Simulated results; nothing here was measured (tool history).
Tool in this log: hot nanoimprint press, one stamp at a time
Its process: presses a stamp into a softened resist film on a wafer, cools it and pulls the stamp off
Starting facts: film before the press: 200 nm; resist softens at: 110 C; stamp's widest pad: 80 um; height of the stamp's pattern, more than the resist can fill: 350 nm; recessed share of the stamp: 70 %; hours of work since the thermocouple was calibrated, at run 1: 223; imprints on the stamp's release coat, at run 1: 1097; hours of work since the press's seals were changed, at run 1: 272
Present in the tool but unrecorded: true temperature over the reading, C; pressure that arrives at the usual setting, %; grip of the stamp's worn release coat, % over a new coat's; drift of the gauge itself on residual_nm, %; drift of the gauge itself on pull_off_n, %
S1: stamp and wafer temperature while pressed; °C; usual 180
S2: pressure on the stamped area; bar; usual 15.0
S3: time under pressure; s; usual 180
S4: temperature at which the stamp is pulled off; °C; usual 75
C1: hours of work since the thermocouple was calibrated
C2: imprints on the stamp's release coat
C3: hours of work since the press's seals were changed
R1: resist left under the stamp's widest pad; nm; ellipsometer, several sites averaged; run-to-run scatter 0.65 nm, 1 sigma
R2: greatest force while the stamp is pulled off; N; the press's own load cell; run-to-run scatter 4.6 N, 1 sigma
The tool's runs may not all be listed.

run    hour   S1    S2   S3  S4   C1    C2   C3     R1   R2
  1     0.0  180  15.0  180  75  223  1097  272   89.4  258
  2    27.1  180  15.0  180  75  244  1170  293   91.8  268
       52.1  -- plate thermocouple calibrated
  3    66.2  180  15.0  180  75   11  1267  321   88.1  265
  4   115.2  180  15.0  180  75   49  1399  359   88.4  277
  5   146.1  180  15.0  180  75   74  1482  384   89.3  287
  6   171.0  180  15.0  180  75   93  1549  403   88.8  269
  7   198.7  180  15.0  180  75  115  1624  425   90.0  270
  8   226.2  180  15.0  180  75  136  1698  446   90.2  277
  9   266.2  180  15.0  180  75  168  1806  478   90.1  283
 10   299.4  180  15.0  180  75  194  1896  504   90.7  285
 11   344.4  180  15.0  180  75  229  2017  539   91.0  276
      367.4  -- stamp cleaned and given a new release coat
      394.0  -- plate thermocouple calibrated
 12   400.0  180  15.0  180  75    5    80  575   91.4  225
 13   422.7  183  15.0  180  75   22   141  593   79.9  223
      441.8  -- press's hydraulic seals changed and the load cell set to zero
 14   466.8  174  15.0  180  75   51   238   20  115.0  231
 15   511.1  174  15.0  180  75   85   358   54  113.7  250
 16   554.7  189  15.0  180  69  120   475   88   61.8  262
 17   605.9  174  11.5   91  68  160   613  128  152.0  274
 18   641.2  174  11.5  255  63  187   709  156  116.3  296
 19   671.9  178  15.0  194  80  211   791  180   96.6  240
 20   702.1  170  12.7  180  75  235   873  204  145.7  265
 21   730.5  171  12.7  246  75  257   949  226  128.9  257
      736.3  -- plate thermocouple calibrated
 22   771.1  186  12.7  246  72   27  1051  255   67.9  275
 23   792.2  180  15.0  270  61   44  1108  272   77.1  331
 24   815.7  180  15.0  180  77   62  1171  290   89.8  256
 25   866.1  172  11.3  180  75  102  1307  330  139.2  260
 26   890.8  180  13.4  180  76  121  1374  349   94.7  258
 27   939.9  168  11.7  204  74  159  1506  388  152.2  279
 28   967.9  168  11.7  204  74  181  1581  409  152.5  275
 29   993.1  168  15.8  204  77  201  1649  429  140.8  270
 30  1033.5  168  15.8  204  77  233  1758  461  140.2  281

What if the next run were any one of these 3? Each begins from the tool's condition after run 30:
  A  1055.8  189   9.1  180  61  250  1818  478   ?   ?
  B  1055.8  190  15.0  180  75  250  1818  478   ?   ?
  C  1055.8  180  11.8  180  75  250  1818  478   ?   ?

run     R1   R2
  A   80.7  362
  B   59.9  279
  C  102.7  272
Without the tool's unlogged condition, the same runs would have read:
run    R1   R2
  A  78.5  290
  B  57.7  223
  C  99.7  217
